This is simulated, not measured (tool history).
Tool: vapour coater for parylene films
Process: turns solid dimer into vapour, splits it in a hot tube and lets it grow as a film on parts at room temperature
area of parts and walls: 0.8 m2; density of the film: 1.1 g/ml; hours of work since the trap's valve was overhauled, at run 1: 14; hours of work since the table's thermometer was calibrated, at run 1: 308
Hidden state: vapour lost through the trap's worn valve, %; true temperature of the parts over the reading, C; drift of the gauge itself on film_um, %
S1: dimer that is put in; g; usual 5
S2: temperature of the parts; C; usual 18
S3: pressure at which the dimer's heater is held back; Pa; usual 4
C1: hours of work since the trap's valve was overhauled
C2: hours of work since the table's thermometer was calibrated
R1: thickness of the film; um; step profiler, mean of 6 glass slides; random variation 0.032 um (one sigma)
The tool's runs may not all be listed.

run   hour  S1  S2    S3   C1   C2    R1
  1      0   5  18     4   14  308  3.11
  2   16.7   5  18  3.72   22  316  3.07
  3   26.4   5  18  3.72   27  321  3.08
  4   41.4   5  18  5.72   35  329  3.04
  5   57.3   5  18  5.72   43  336  2.98
  6   68.9   5  18     4   48  342  3.03
  7   84.8   5  18     4   56  350  3.01
  8   93.2   5  18     4   60  354  3.05
  9    106   5  18     4   67  361  3.01
 10  123.2   5  18     4   75  369  3.01
 11  131.8   5  18     4   80  374  2.99
 12  144.1   5  18     4   86  380  3.01
 13  156.8   5  18  5.86   92  386  2.93
 14    172   5  18  5.86  100  394  2.96
 15  184.8   5  18     4  106  400  2.96
 16  197.6   5  18     4  112  406  2.96
 17    214   8  18     4  121  414  4.74
 18    225   8  18     4  126  420  4.75
 19    239   8  18     4  133  427  4.78
 20  251.1   4  26  2.42  139  433  1.92
 21  263.2   4  15  2.42  145  439  2.68
 22  273.1   4  14  3.43  150  444  2.71
 23  290.1   4  14  3.43  158  452  2.69
 24  301.6   4  14  3.43  164  458  2.69
 25  308.9   4  18  7.25  168  462  2.28
 26  325.5   4  18  4.04  176  470  2.35
 27  342.9   4  28  2.01  185  479  1.76
 28  352.4   4  28  2.01  189  483  1.79
 29  361.7   4  30     4  194  488  1.61
 30  377.1   5  14  6.48  202  496  3.18
 31  390.9   5  12     4  209  503  3.51
 32  401.5   5  12     4  214  508  3.48
 33  411.7   5  12     4  219  513  3.54
 34  427.9   5  15  2.36  227  521  3.26
 35    441   5  20  3.98  234  528  2.72
 36    453   5  20  3.98  240  533  2.65
 37  465.7   5  20  3.98  246  540  2.73

Forecast each of these 5 alternatives for the next run:
  A  482.3   5  20  3.98  254  548   ?
  B  482.3   7  11   3.6  254  548   ?
  C  482.3   3  22  4.42  254  548   ?
  D  482.3   3  20  3.98  254  548   ?
  E  482.3   7  20  3.98  254  548   ?

run    R1
  A   2.7
  B  4.96
  C  1.53
  D  1.62
  E  3.74
Without the tool's hidden state the same runs would have given:
run    R1
  A  2.95
  B  5.42
  C  1.67
  D  1.77
  E  4.09
